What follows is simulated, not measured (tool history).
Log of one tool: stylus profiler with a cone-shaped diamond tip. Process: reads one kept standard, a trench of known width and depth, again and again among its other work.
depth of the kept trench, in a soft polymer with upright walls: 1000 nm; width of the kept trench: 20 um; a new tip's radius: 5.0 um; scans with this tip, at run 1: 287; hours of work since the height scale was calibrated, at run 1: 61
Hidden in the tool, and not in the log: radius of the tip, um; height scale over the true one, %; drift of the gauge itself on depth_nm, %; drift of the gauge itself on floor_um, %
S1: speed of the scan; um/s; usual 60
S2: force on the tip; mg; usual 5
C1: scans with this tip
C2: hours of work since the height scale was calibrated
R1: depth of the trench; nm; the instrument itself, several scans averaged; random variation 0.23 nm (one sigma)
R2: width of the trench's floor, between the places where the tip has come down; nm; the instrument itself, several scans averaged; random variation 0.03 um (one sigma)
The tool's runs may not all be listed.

{"run": 1, "hour": 0.0, "S1": 60, "S2": 5, "C1": 287, "C2": 61, "R1": 1017.58, "R2": 13860}
{"run": 2, "hour": 18.5, "S1": 60, "S2": 5, "C1": 328, "C2": 70, "R1": 1017.58, "R2": 13910}
{"run": 3, "hour": 36.4, "S1": 60, "S2": 5, "C1": 368, "C2": 78, "R1": 1017.41, "R2": 13910}
{"run": 4, "hour": 54.6, "S1": 60, "S2": 5, "C1": 408, "C2": 87, "R1": 1017.31, "R2": 13860}
{"run": 5, "hour": 73.2, "S1": 175, "S2": 5, "C1": 449, "C2": 96, "R1": 1017.56, "R2": 13680}
{"run": 6, "hour": 88.0, "S1": 175, "S2": 5, "C1": 482, "C2": 103, "R1": 1017.16, "R2": 13660}
{"run": 7, "hour": 100.1, "S1": 60, "S2": 5, "C1": 509, "C2": 108, "R1": 1017.72, "R2": 13820}
{"run": 8, "hour": 117.3, "S1": 60, "S2": 5, "C1": 547, "C2": 116, "R1": 1017.31, "R2": 13930}
{"run": 9, "hour": 132.3, "S1": 60, "S2": 5, "C1": 580, "C2": 123, "R1": 1017.59, "R2": 13850}
{"run": 10, "hour": 149.1, "S1": 60, "S2": 5, "C1": 618, "C2": 131, "R1": 1017.47, "R2": 13980}
{"run": 11, "hour": 162.9, "S1": 60, "S2": 5, "C1": 648, "C2": 138, "R1": 1017.22, "R2": 13870}
{"run": 12, "hour": 180.3, "S1": 60, "S2": 5, "C1": 687, "C2": 146, "R1": 1017.08, "R2": 13900}
{"run": 13, "hour": 198.1, "S1": 60, "S2": 5, "C1": 726, "C2": 155, "R1": 1017.12, "R2": 13890}
{"run": 14, "hour": 209.3, "S1": 60, "S2": 5, "C1": 751, "C2": 160, "R1": 1017.62, "R2": 13880}
{"run": 15, "hour": 225.9, "S1": 60, "S2": 5, "C1": 788, "C2": 168, "R1": 1017.31, "R2": 13950}
{"run": 16, "hour": 236.5, "S1": 60, "S2": 5, "C1": 812, "C2": 173, "R1": 1017.48, "R2": 13900}
{"run": 17, "hour": 246.3, "S1": 60, "S2": 5, "C1": 833, "C2": 177, "R1": 1017.36, "R2": 13880}
{"run": 18, "hour": 263.2, "S1": 60, "S2": 5, "C1": 871, "C2": 185, "R1": 1016.9, "R2": 13900}
{"run": 19, "hour": 273.7, "S1": 60, "S2": 5, "C1": 894, "C2": 190, "R1": 1017.35, "R2": 13910}
{"run": 20, "hour": 290.7, "S1": 60, "S2": 5, "C1": 931, "C2": 198, "R1": 1017.29, "R2": 13840}
{"run": 21, "hour": 309.3, "S1": 60, "S2": 5, "C1": 973, "C2": 207, "R1": 1017.1, "R2": 13900}
{"run": 22, "hour": 317.9, "S1": 60, "S2": 5, "C1": 992, "C2": 211, "R1": 1017.06, "R2": 13880}
{"run": 23, "hour": 327.4, "S1": 60, "S2": 5, "C1": 1013, "C2": 215, "R1": 1017.27, "R2": 13880}
{"run": 24, "hour": 338.3, "S1": 60, "S2": 5, "C1": 1037, "C2": 221, "R1": 1016.96, "R2": 13920}
{"run": 25, "hour": 355.5, "S1": 64, "S2": 5, "C1": 1075, "C2": 229, "R1": 1017.16, "R2": 13870}
{"run": 26, "hour": 369.4, "S1": 17, "S2": 5.49, "C1": 1106, "C2": 235, "R1": 1018.42, "R2": 13900}
{"run": 27, "hour": 380.1, "S1": 17, "S2": 5.49, "C1": 1130, "C2": 240, "R1": 1018.43, "R2": 14010}
{"run": 28, "hour": 391.3, "S1": 36, "S2": 7.14, "C1": 1155, "C2": 246, "R1": 1022.05, "R2": 13960}
{"run": 29, "hour": 399.8, "S1": 90, "S2": 12.43, "C1": 1174, "C2": 250, "R1": 1031.98, "R2": 13890}
{"run": 30, "hour": 412.5, "S1": 147, "S2": 5, "C1": 1202, "C2": 256, "R1": 1017.43, "R2": 13700}
{"run": 31, "hour": 429.0, "S1": 52, "S2": 3.53, "C1": 1238, "C2": 263, "R1": 1013.37, "R2": 13880}
{"run": 32, "hour": 444.5, "S1": 85, "S2": 2.26, "C1": 1273, "C2": 271, "R1": 1010.31, "R2": 13730}
{"run": 33, "hour": 456.4, "S1": 85, "S2": 2.26, "C1": 1299, "C2": 276, "R1": 1010.32, "R2": 13770}
{"run": 34, "hour": 468.0, "S1": 132, "S2": 7.11, "C1": 1325, "C2": 282, "R1": 1021.3, "R2": 13790}
{"run": 35, "hour": 476.6, "S1": 78, "S2": 3.44, "C1": 1344, "C2": 286, "R1": 1013.87, "R2": 13850}
{"run": 36, "hour": 488.2, "S1": 78, "S2": 3.44, "C1": 1369, "C2": 291, "R1": 1013.44, "R2": 13830}
{"run": 37, "hour": 498.3, "S1": 62, "S2": 3.31, "C1": 1392, "C2": 296, "R1": 1013.38, "R2": 13880}

Run 38 comes next. What will it give?
{"run": 38, "hour": 508.0, "S1": 49, "S2": 4.53, "C1": 1413, "C2": 301, "R1": "?", "R2": "?"}

R1: 1016.35 nm
R2: 13880 nm
Without the tool's hidden state the same run would have given R1 1016.35 nm, R2 13880 nm.
